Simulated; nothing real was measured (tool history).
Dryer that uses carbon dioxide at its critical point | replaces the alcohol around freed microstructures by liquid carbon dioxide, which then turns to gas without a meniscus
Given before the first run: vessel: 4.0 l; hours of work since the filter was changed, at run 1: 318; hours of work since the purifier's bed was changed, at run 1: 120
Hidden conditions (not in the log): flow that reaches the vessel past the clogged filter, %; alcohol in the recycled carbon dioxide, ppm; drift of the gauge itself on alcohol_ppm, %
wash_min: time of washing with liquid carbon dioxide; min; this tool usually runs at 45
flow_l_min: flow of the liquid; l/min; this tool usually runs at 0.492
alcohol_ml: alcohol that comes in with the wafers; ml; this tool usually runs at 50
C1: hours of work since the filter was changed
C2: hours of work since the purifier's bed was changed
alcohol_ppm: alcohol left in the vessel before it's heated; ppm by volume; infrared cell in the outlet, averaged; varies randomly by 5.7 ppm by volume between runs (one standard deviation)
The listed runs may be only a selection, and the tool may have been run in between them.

run 1 day=0 | wash_min=45 flow_l_min=0.492 alcohol_ml=50 | C1=318 C2=120 | alcohol_ppm=251
run 2 day=1.279 | wash_min=45 flow_l_min=0.492 alcohol_ml=50 | C1=342 C2=145 | alcohol_ppm=249
run 3 day=3.05 | wash_min=45 flow_l_min=0.492 alcohol_ml=50 | C1=376 C2=178 | alcohol_ppm=271
run 4 day=4.438 | wash_min=45 flow_l_min=0.492 alcohol_ml=50 | C1=403 C2=205 | alcohol_ppm=273
run 5 day=5.388 | wash_min=45 flow_l_min=0.492 alcohol_ml=50 | C1=421 C2=223 | alcohol_ppm=279
-- day=5.95 inlet filter changed
run 6 day=6.967 | wash_min=45 flow_l_min=0.492 alcohol_ml=21 | C1=19 C2=252 | alcohol_ppm=126
run 7 day=7.95 | wash_min=45 flow_l_min=0.492 alcohol_ml=21 | C1=38 C2=271 | alcohol_ppm=135
run 8 day=9.621 | wash_min=51 flow_l_min=0.492 alcohol_ml=50 | C1=70 C2=303 | alcohol_ppm=154
run 9 day=10.758 | wash_min=61 flow_l_min=0.603 alcohol_ml=80 | C1=92 C2=325 | alcohol_ppm=79
run 10 day=12.446 | wash_min=61 flow_l_min=0.603 alcohol_ml=80 | C1=124 C2=357 | alcohol_ppm=86
run 11 day=13.946 | wash_min=61 flow_l_min=0.603 alcohol_ml=80 | C1=153 C2=386 | alcohol_ppm=89

Run 12 is up next; what results do you expect?
run 12 day=16.021 | wash_min=61 flow_l_min=0.603 alcohol_ml=80 | C1=192 C2=425 | alcohol_ppm=?

alcohol_ppm: 104 ppm by volume
If the tool had no hidden condition, the same run with the same run-to-run variation would have returned alcohol_ppm 27 ppm by volume.
